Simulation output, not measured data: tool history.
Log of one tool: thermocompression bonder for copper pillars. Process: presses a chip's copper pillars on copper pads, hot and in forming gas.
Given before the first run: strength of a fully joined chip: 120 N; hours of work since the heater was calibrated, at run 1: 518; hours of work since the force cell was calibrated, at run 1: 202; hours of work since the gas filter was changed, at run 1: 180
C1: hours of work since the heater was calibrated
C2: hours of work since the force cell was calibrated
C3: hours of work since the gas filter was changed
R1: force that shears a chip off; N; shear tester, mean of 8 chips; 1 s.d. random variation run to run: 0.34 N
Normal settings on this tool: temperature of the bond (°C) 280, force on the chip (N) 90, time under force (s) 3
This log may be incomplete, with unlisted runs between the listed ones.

Run 1, hour 0.0: usual settings; C1 518; C2 202; C3 180. Result: R1 58.9 N.
Run 2, hour 17.2: usual settings; C1 532; C2 215; C3 193. Result: R1 58.6 N.
Run 3, hour 30.6: usual settings but temperature of the bond (°C) 277; C1 542; C2 225; C3 204. Result: R1 55.9 N.
Run 4, hour 44.7: usual settings but temperature of the bond (°C) 277; C1 553; C2 236; C3 215. Result: R1 55.8 N.
Run 5, hour 58.3: usual settings but temperature of the bond (°C) 277; C1 563; C2 247; C3 225. Result: R1 55.9 N.
Run 6, hour 69.8: usual settings but time under force (s) 5; C1 572; C2 256; C3 234. Result: R1 68.7 N.
Run 7, hour 85.4: usual settings but time under force (s) 5; C1 585; C2 268; C3 246. Result: R1 68.4 N.
Run 8, hour 94.8: usual settings but time under force (s) 5; C1 592; C2 275; C3 254. Result: R1 69.1 N.
Run 9, hour 102.3: usual settings but temperature of the bond (°C) 276, time under force (s) 5; C1 598; C2 281; C3 259. Result: R1 65.8 N.
Run 10, hour 116.9: usual settings but temperature of the bond (°C) 276, time under force (s) 5; C1 609; C2 292; C3 271. Result: R1 65.2 N.
Run 11, hour 129.2: usual settings but force on the chip (N) 59; C1 618; C2 302; C3 280. Result: R1 39.3 N.
Run 12, hour 139.1: usual settings but force on the chip (N) 59; C1 626; C2 309; C3 288. Result: R1 39.2 N.
Run 13, hour 147.1: usual settings; C1 632; C2 316; C3 294. Result: R1 58.0 N.
Run 14, hour 156.1: usual settings; C1 639; C2 323; C3 301. Result: R1 58.0 N.
Run 15, hour 167.6: usual settings; C1 648; C2 332; C3 310. Result: R1 57.7 N.
Run 16, hour 183.8: usual settings but force on the chip (N) 99; C1 661; C2 344; C3 323. Result: R1 62.6 N.
Run 17, hour 192.4: usual settings but time under force (s) 9; C1 667; C2 351; C3 329. Result: R1 80.6 N.
Run 18, hour 204.0: usual settings but time under force (s) 9; C1 676; C2 360; C3 338. Result: R1 80.3 N.
Run 19, hour 212.7: usual settings but time under force (s) 9; C1 683; C2 367; C3 345. Result: R1 80.5 N.
Run 20, hour 226.4: usual settings but time under force (s) 9; C1 694; C2 377; C3 356. Result: R1 81.0 N.
Run 21, hour 240.2: usual settings but temperature of the bond (°C) 287, force on the chip (N) 60; C1 705; C2 388; C3 366. Result: R1 43.8 N.
Run 22, hour 255.2: usual settings but temperature of the bond (°C) 287, force on the chip (N) 60; C1 716; C2 399; C3 378. Result: R1 44.2 N.
Run 23, hour 263.3: usual settings but force on the chip (N) 55, time under force (s) 5; C1 722; C2 406; C3 384. Result: R1 44.5 N.
Run 24, hour 278.1: usual settings but temperature of the bond (°C) 303, force on the chip (N) 111; C1 734; C2 417; C3 396. Result: R1 86.3 N.
Run 25, hour 285.2: usual settings but temperature of the bond (°C) 294, force on the chip (N) 65, time under force (s) 7; C1 739; C2 423; C3 401. Result: R1 69.3 N.
At hour 290.2: forming gas filter changed.
Run 26, hour 297.0: usual settings but temperature of the bond (°C) 260, force on the chip (N) 58; C1 748; C2 432; C3 5. Result: R1 28.4 N.
Run 27, hour 314.4: usual settings but temperature of the bond (°C) 259, force on the chip (N) 85; C1 762; C2 445; C3 19. Result: R1 40.4 N.
Run 28, hour 321.8: usual settings but temperature of the bond (°C) 298, force on the chip (N) 111; C1 767; C2 451; C3 24. Result: R1 85.9 N.
Run 29, hour 331.1: usual settings but temperature of the bond (°C) 298, force on the chip (N) 111; C1 775; C2 458; C3 32. Result: R1 86.0 N.
Run 30, hour 338.2: usual settings but force on the chip (N) 133; C1 780; C2 463; C3 37. Result: R1 80.6 N.
Run 31, hour 348.6: usual settings but temperature of the bond (°C) 303; C1 788; C2 472; C3 45. Result: R1 79.1 N.
Run 32, hour 361.1: usual settings but temperature of the bond (°C) 279, force on the chip (N) 127, time under force (s) 5; C1 798; C2 481; C3 55. Result: R1 89.1 N.
Run 33, hour 373.9: usual settings but time under force (s) 2; C1 808; C2 491; C3 65. Result: R1 51.5 N.
Run 34, hour 389.0: usual settings but time under force (s) 2; C1 819; C2 503; C3 77. Result: R1 51.6 N.
Run 35, hour 406.4: usual settings but time under force (s) 2; C1 833; C2 516; C3 90. Result: R1 51.6 N.
Run 36, hour 421.1: usual settings but temperature of the bond (°C) 256, force on the chip (N) 57, time under force (s) 4; C1 844; C2 528; C3 101. Result: R1 28.8 N.
Run 37, hour 438.0: usual settings but temperature of the bond (°C) 256, force on the chip (N) 57, time under force (s) 4; C1 858; C2 541; C3 115. Result: R1 28.8 N.
Run 38, hour 451.6: usual settings but force on the chip (N) 61; C1 868; C2 551; C3 125. Result: R1 41.3 N.
Run 39, hour 467.6: usual settings but force on the chip (N) 61; C1 880; C2 564; C3 138. Result: R1 41.5 N.

Each row is a separate what-if for the run after 39, all from the same tool condition, not one after another. Results?
Run A, hour 478.9: usual settings but temperature of the bond (°C) 273, force on the chip (N) 61, time under force (s) 2; C1 889; C2 572; C3 146. Result: R1 ?.
Run B, hour 478.9: usual settings but temperature of the bond (°C) 293, force on the chip (N) 84, time under force (s) 7; C1 889; C2 572; C3 146. Result: R1 ?.
Run C, hour 478.9: usual settings but temperature of the bond (°C) 284; C1 889; C2 572; C3 146. Result: R1 ?.

run    R1
  A  31.3
  B  85.1
  C  62.3
With the hidden condition removed and each run's random variation left untouched, the same runs would have given:
run    R1
  A  32.1
  B  86.7
  C  63.6
